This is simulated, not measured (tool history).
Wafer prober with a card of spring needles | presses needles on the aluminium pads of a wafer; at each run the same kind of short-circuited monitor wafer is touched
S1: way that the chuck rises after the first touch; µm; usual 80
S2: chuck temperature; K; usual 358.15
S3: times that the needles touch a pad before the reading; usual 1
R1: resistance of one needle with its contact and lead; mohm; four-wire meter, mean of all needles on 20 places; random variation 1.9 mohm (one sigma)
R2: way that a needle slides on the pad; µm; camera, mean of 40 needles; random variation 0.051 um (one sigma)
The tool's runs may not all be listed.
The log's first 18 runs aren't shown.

| run | day | S1 | S2 | S3 | R1 | R2 |
|---|---|---|---|---|---|---|
|  | 6.954 | tips cleaned on abrasive film |
| 19 | 7.075 | 80 | 338.15 | 1 | 290 | 12.12 |
|  | 7.304 | tips cleaned on abrasive film |
| 20 | 7.6 | 80 | 346.15 | 1 | 320 | 11.96 |
|  | 7.629 | tips cleaned on abrasive film |
| 21 | 7.871 | 80 | 329.15 | 1 | 314 | 12.18 |
|  | 7.967 | tips cleaned on abrasive film |
|  | 8.338 | tips cleaned on abrasive film |
| 22 | 8.358 | 80 | 385.15 | 2 | 228 | 12.04 |
| 23 | 8.6 | 80 | 300.15 | 2 | 266 | 12.07 |
|  | 8.683 | tips cleaned on abrasive film |
| 24 | 8.996 | 62 | 368.15 | 1 | 401 | 9.23 |
|  | 9.046 | tips cleaned on abrasive film |
|  | 9.375 | tips cleaned on abrasive film |
| 25 | 9.454 | 62 | 368.15 | 1 | 315 | 9.23 |
|  | 9.708 | tips cleaned on abrasive film |
| 26 | 9.833 | 62 | 368.15 | 1 | 351 | 9.25 |
|  | 10.038 | tips cleaned on abrasive film |
| 27 | 10.262 | 62 | 368.15 | 1 | 390 | 9.26 |
|  | 10.392 | tips cleaned on abrasive film |
| 28 | 10.5 | 81 | 316.15 | 1 | 279 | 12.19 |
|  | 10.742 | tips cleaned on abrasive film |
| 29 | 10.812 | 81 | 322.15 | 1 | 265 | 12.13 |
|  | 11.075 | tips cleaned on abrasive film |
| 30 | 11.2 | 85 | 349.15 | 1 | 276 | 12.74 |
|  | 11.412 | tips cleaned on abrasive film |
| 31 | 11.625 | 85 | 349.15 | 1 | 298 | 12.83 |

Forecast each of these 3 alternatives for the next run:
|  | 11.746 | tips cleaned on abrasive film |
| A | 12.029 | 98 | 300.15 | 2 | ? | ? |
|  | 11.746 | tips cleaned on abrasive film |
| B | 12.029 | 85 | 333.15 | 1 | ? | ? |
|  | 11.746 | tips cleaned on abrasive film |
| C | 12.029 | 67 | 311.15 | 1 | ? | ? |

| run | R1 | R2 |
|---|---|---|
| A | 245 | 14.68 |
| B | 315 | 12.71 |
| C | 387 | 9.96 |
Without the tool's hidden state the same runs would have given:
| run | R1 | R2 |
|---|---|---|
| A | 189 | 15.07 |
| B | 199 | 13.09 |
| C | 200 | 10.34 |
